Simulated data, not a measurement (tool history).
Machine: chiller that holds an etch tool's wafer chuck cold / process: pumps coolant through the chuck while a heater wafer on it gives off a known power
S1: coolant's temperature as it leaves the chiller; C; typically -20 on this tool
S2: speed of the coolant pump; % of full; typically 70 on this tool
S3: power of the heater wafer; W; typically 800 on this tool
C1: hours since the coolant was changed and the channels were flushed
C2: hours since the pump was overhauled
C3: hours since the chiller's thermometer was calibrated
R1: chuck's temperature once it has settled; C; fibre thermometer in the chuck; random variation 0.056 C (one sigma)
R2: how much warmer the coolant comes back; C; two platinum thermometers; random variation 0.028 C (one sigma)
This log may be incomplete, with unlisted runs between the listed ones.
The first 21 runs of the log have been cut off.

run 22 day=83.229 | S1=-13 S2=70 S3=501 | C1=1459 C2=5480 C3=217 | R1=-8.91 R2=2.21
run 23 day=88.492 | S1=-13 S2=70 S3=501 | C1=1585 C2=5606 C3=343 | R1=-9.01 R2=2.26
run 24 day=91.054 | S1=-23 S2=99 S3=996 | C1=1647 C2=5668 C3=405 | R1=-16.58 R2=3.10
run 25 day=94.004 | S1=-16 S2=92 S3=662 | C1=1718 C2=5738 C3=476 | R1=-11.68 R2=2.28
run 26 day=98.592 | S1=-13 S2=92 S3=421 | C1=1828 C2=5848 C3=586 | R1=-10.62 R2=1.46
run 27 day=102.325 | S1=-22 S2=61 S3=444 | C1=1917 C2=5938 C3=675 | R1=-18.10 R2=2.32
run 28 day=105.783 | S1=-22 S2=61 S3=444 | C1=2000 C2=6021 C3=758 | R1=-18.09 R2=2.31
-- day=106.238 chiller's thermometer calibrated, once more
run 29 day=110.817 | S1=-22 S2=96 S3=663 | C1=2120 C2=6141 C3=110 | R1=-17.08 R2=2.18
-- day=113.554 coolant pump overhauled
run 30 day=114.954 | S1=-22 S2=70 S3=1052 | C1=2214 C2=34 C3=204 | R1=-12.68 R2=4.28

Each row is a separate what-if for the run after 30, all from the same tool condition, not one after another. Results?
run A day=118.171 | S1=-22 S2=83 S3=824 | C1=2292 C2=111 C3=281 | R1=? R2=?
run B day=118.171 | S1=-11 S2=70 S3=726 | C1=2292 C2=111 C3=281 | R1=? R2=?
run C day=118.171 | S1=-29 S2=70 S3=800 | C1=2292 C2=111 C3=281 | R1=? R2=?
run D day=118.171 | S1=-30 S2=98 S3=846 | C1=2292 C2=111 C3=281 | R1=? R2=?
run E day=118.171 | S1=-24 S2=70 S3=489 | C1=2292 C2=111 C3=281 | R1=? R2=?

run=A R1=-15.60 R2=2.77
run=B R1=-4.64 R2=2.97
run=C R1=-21.98 R2=3.21
run=D R1=-24.22 R2=2.43
run=E R1=-19.64 R2=2.01
With the hidden condition removed and each run's random variation left untouched, the same runs would have given:
run=A R1=-15.71 R2=2.76
run=B R1=-4.75 R2=2.97
run=C R1=-22.11 R2=3.21
run=D R1=-24.31 R2=2.43
run=E R1=-19.68 R2=2.01

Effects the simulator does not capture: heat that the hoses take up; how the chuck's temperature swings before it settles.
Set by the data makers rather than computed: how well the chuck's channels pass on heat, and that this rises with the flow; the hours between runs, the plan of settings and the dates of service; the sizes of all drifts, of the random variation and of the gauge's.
